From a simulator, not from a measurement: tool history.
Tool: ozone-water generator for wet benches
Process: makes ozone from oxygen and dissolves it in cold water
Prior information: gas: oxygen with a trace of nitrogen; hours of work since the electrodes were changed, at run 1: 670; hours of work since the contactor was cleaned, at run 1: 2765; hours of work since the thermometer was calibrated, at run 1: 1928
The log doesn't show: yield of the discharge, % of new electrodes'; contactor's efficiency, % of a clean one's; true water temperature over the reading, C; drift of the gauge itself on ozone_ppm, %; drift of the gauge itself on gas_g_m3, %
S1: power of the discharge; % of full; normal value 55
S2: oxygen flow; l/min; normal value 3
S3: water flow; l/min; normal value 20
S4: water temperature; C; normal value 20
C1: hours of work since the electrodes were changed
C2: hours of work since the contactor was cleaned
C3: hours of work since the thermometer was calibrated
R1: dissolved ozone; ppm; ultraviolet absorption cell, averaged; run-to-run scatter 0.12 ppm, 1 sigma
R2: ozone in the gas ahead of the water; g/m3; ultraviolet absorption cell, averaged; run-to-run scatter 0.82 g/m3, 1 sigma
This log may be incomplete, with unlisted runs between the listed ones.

run	hour	S1	S2	S3	S4	C1	C2	C3	R1	R2
1	0	55	3	20	20	670	2765	1928	10.5	128.8
2	22	55	3	20	20	691	2787	1949	10.2	126.5
3	50.7	55	3	20	20	719	2815	1977	10.6	127.8
4	66.7	55	3	20	22	734	2830	1992	9.9	128.3
5	92.6	55	3	20	22	760	2855	2017	10.1	128.3
6	112.4	55	3	20	20	779	2874	2037	10.3	127.2
7	131.5	55	3	20	16	797	2893	2055	10.9	127.6
8	150.1	55	3	20	16	815	2911	2073	10.8	127.7
9	164.2	55	3	20	20	829	2925	2087	10.3	128
10	193	55	3	20	20	857	2953	2115	10.2	128.7
11	218.9	55	3	20	20	882	2978	2140	10	128.1
12	242.2	77	3	20	23	905	3001	2163	13.3	173.1
13	272.6	77	3	20	23	934	3030	2192	13.6	171.7
14	303.5	55	4.95	20	22	964	3060	2222	11.1	103.3
15	327.9	58	1.71	20	20	988	3084	2246	8.9	169.9
16	355.2	46	1.5	20	21	1015	3110	2273	7.1	144.9
17	385	46	1.5	16	19	1044	3139	2302	8.6	145.9
18	414	87	1.5	31	19	1072	3167	2330	8.2	255.3
19	439.8	54	1.5	31	19	1097	3193	2355	5.3	166.8
20	464.2	48	2.81	20	14	1121	3216	2378	9.5	115.1

Each row is a separate what-if for the run after 20, all from the same tool condition, not one after another. Results?
A	492.1	48	2.81	20	13	1148	3243	2406	?	?
B	492.1	40	3	20	20	1148	3243	2406	?	?
C	492.1	46	2.15	17	20	1148	3243	2406	?	?

run	R1	R2
A	9.5	116.2
B	7.9	95.9
C	9	126.2
Take away the tool's hidden state, keep each run's random variation, and the runs would have read:
run	R1	R2
A	10.2	119
B	8.4	97.7
C	9.6	129

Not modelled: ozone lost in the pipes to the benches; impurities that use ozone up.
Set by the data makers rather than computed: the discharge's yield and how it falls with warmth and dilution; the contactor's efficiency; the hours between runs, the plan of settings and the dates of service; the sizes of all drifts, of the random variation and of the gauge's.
